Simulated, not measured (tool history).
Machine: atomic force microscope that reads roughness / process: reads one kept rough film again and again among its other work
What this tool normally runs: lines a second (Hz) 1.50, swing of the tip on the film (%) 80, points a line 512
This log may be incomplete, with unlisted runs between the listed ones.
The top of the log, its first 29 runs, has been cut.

run   hour  lines a second (Hz)  swing of the tip on the film (%)  points a line  pictures with this tip  hours of work since the height scale was calibrated  roughness of the kept film (nm (root mean square))
 30  278.7                 1.37                                61            626                      89                                                  323                                               5.268
     285.0  -- new tip fitted
 31  285.0                 0.93                                80            259                       0                                                  326                                               5.110
 32  298.3                 0.63                                80            598                      17                                                  332                                               5.230
 33  309.9                 0.63                                80            598                      32                                                  338                                               5.234
 34  320.4                 1.28                                80            869                      46                                                  344                                               4.975
 35  333.8                 1.28                                81            869                      63                                                  351                                               5.017
 36  346.9                 2.92                                86            862                      80                                                  357                                               4.389
 37  355.9                 2.92                                86            862                      92                                                  362                                               4.339
     359.4  -- new tip fitted
 38  365.1                 1.49                                85            527                       7                                                  366                                               4.855
 39  374.2                 1.49                                60            611                      19                                                  371                                               5.274
 40  384.5                 1.49                                60            611                      32                                                  376                                               5.281
 41  392.9                 1.54                                87            289                      43                                                  380                                               4.787
 42  398.4                 1.54                                87            289                      50                                                  383                                               4.728
 43  407.5                 1.54                                87            289                      62                                                  388                                               4.767
 44  415.4                 1.50                                60            862                      72                                                  392                                               5.291
 45  427.7                 1.50                                60            862                      88                                                  398                                               5.282

Each row is a separate what-if for the run after 45, all from the same tool condition, not one after another. Results?
     435.2  -- new tip fitted
  A  435.9                 1.50                                64            488                       1                                                  402                                                   ?
     435.2  -- new tip fitted
  B  435.9                 1.15                                72            428                       1                                                  402                                                   ?
     435.2  -- new tip fitted
  C  435.9                 1.39                                57            386                       1                                                  402                                                   ?
     435.2  -- new tip fitted
  D  435.9                 0.78                                80            512                       1                                                  402                                                   ?

run  roughness of the kept film (nm (root mean square))
  A                                               5.266
  B                                               5.187
  C                                               5.284
  D                                               5.185
What these runs would have given with no unlogged condition in the tool:
run  roughness of the kept film (nm (root mean square))
  A                                               5.266
  B                                               5.187
  C                                               5.284
  D                                               5.185
